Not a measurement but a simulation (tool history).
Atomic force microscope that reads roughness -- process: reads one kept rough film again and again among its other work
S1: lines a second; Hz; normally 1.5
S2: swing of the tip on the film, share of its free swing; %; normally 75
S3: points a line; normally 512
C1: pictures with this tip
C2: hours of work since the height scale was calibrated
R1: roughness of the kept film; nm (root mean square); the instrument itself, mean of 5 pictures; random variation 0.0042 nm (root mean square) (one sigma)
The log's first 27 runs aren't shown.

-- day=21.188 new tip fitted
run 28 day=21.492 | S1=3.09 S2=67 S3=977 | C1=13 C2=409 | R1=0.581
run 29 day=22.425 | S1=0.81 S2=60 S3=396 | C1=53 C2=425 | R1=0.63
-- day=22.804 new tip fitted
run 30 day=23.279 | S1=0.81 S2=60 S3=396 | C1=20 C2=439 | R1=0.65
run 31 day=24.1 | S1=0.59 S2=78 S3=396 | C1=55 C2=453 | R1=0.622
-- day=24.433 new tip fitted
run 32 day=24.938 | S1=1.94 S2=75 S3=278 | C1=21 C2=467 | R1=0.58
-- day=25.071 height scale calibrated on a step standard
run 33 day=25.621 | S1=1.26 S2=73 S3=846 | C1=49 C2=9 | R1=0.614
-- day=26.192 new tip fitted
run 34 day=26.625 | S1=1.94 S2=73 S3=287 | C1=18 C2=26 | R1=0.583
run 35 day=27.133 | S1=1.94 S2=73 S3=287 | C1=40 C2=35 | R1=0.578
-- day=27.833 new tip fitted
run 36 day=28.096 | S1=2.93 S2=73 S3=964 | C1=12 C2=51 | R1=0.566
run 37 day=28.65 | S1=1.27 S2=73 S3=964 | C1=35 C2=60 | R1=0.604

What does the tool deliver on the next run?
-- day=29.179 height scale calibrated on a step standard, once more
-- day=29.508 new tip fitted
run 38 day=29.812 | S1=0.9 S2=56 S3=964 | C1=13 C2=10 | R1=?

{"run 38": {"R1": 0.657}}
With the hidden condition absent and the run-to-run variation left alone, this run would have shown R1 0.662 nm (root mean square).
